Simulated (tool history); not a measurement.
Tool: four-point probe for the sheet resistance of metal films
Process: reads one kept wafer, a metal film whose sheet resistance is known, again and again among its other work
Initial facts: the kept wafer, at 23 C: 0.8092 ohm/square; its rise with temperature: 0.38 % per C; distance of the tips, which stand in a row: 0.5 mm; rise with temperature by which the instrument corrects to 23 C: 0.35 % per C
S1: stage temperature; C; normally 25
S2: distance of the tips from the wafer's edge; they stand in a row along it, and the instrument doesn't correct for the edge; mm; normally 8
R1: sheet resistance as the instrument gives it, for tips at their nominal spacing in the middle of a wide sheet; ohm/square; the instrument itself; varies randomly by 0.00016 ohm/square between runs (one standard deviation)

| run | hour | S1 | S2 | R1 |
|---|---|---|---|---|
| 1 | 0 | 25 | 8 | 0.809089 |
| 2 | 75.6 | 25 | 8 | 0.808457 |
| 3 | 149.7 | 25 | 8 | 0.808312 |
| 4 | 194.1 | 20 | 8 | 0.806682 |
| 5 | 290.2 | 21 | 8 | 0.806573 |
| 6 | 367 | 21 | 8 | 0.806174 |
| 7 | 419.1 | 21 | 6 | 0.807621 |
| 8 | 499.9 | 21 | 6 | 0.807208 |
| 9 | 566.5 | 27 | 8 | 0.807127 |
| 10 | 663.9 | 27 | 8 | 0.806715 |
| 11 | 758.8 | 27 | 8 | 0.806454 |
| 12 | 828.1 | 27 | 8 | 0.805858 |
| 13 | 905 | 25 | 8 | 0.805152 |
| 14 | 968.4 | 25 | 19 | 0.803841 |
| 15 | 1034.1 | 25 | 19 | 0.80347 |
| 16 | 1123.3 | 25 | 19 | 0.803166 |
| 17 | 1201.3 | 31 | 19 | 0.804412 |
| 18 | 1252.9 | 31 | 19 | 0.803929 |
|  | 1331.5 | new probe head fitted |
| 19 | 1357.2 | 31 | 19 | 0.809199 |
| 20 | 1408.4 | 25 | 33 | 0.807164 |
| 21 | 1454.2 | 25 | 33 | 0.806749 |
| 22 | 1505.8 | 25 | 55 | 0.806731 |
| 23 | 1589.7 | 25 | 55 | 0.806423 |
| 24 | 1680.3 | 25 | 55 | 0.806187 |
| 25 | 1723.2 | 19 | 7 | 0.806432 |
| 26 | 1796.1 | 29 | 10 | 0.807806 |
| 27 | 1864.8 | 29 | 10 | 0.807544 |
| 28 | 1948.6 | 30 | 32 | 0.806511 |
| 29 | 2029.7 | 34 | 41 | 0.807237 |
| 30 | 2074 | 35 | 19 | 0.807163 |
| 31 | 2155 | 35 | 19 | 0.806995 |
| 32 | 2255.5 | 35 | 19 | 0.806938 |
| 33 | 2302.6 | 29 | 4 | 0.811635 |
| 34 | 2376.8 | 23 | 30 | 0.802957 |
| 35 | 2470.8 | 23 | 30 | 0.802527 |
| 36 | 2521.7 | 19 | 9 | 0.802659 |
| 37 | 2609 | 21 | 34 | 0.801362 |
| 38 | 2710.4 | 34 | 10 | 0.805388 |
| 39 | 2767.6 | 27 | 7 | 0.80472 |
| 40 | 2837.1 | 27 | 7 | 0.804466 |
| 41 | 2920.3 | 30 | 6 | 0.805801 |
| 42 | 2997.6 | 25 | 32 | 0.800732 |
| 43 | 3066.3 | 24 | 3 | 0.812337 |
| 44 | 3143.8 | 25 | 36 | 0.800617 |
|  | 3180.9 | stage's thermometer calibrated |
| 45 | 3225.3 | 30 | 5 | 0.807007 |
| 46 | 3302 | 28 | 3 | 0.814187 |

Below, some changes in R1 between adjacent runs. For each, the amount present without the hidden state too (settings, incoming material, random variation) and the amount remaining for the hidden state with gauge scatter not shared by both compared results:
Hidden state present: inner tips' distance over the nominal, %; tips' flats over new ones', %; wafer's true temperature over the reading, C; drift of the gauge itself on sheet_ohm, %.
Run 18 -> 19: new probe head fitted. R1 +0.00527 ohm/square: hidden state +0.005106, all else +0.000164.
Run 31 -> 32: no setting touched and nothing written in the log between the runs. R1 -0.000057 ohm/square: hidden state -0.00042, all else +0.000363.
Run 33 -> 34: S1 29 -> 23, S2 4 -> 30. R1 -0.008678 ohm/square: hidden state -0.000233, all else -0.008445.
Run 42 -> 43: S1 25 -> 24, S2 32 -> 3. R1 +0.011605 ohm/square: hidden state -0.000388, all else +0.011993.
Run 43 -> 44: S1 24 -> 25, S2 3 -> 36. R1 -0.01172 ohm/square: hidden state -0.000166, all else -0.011554.
Run 44 -> 45: S1 25 -> 30, S2 36 -> 5, stage's thermometer calibrated. R1 +0.00639 ohm/square: hidden state +0.001176, all else +0.005214.
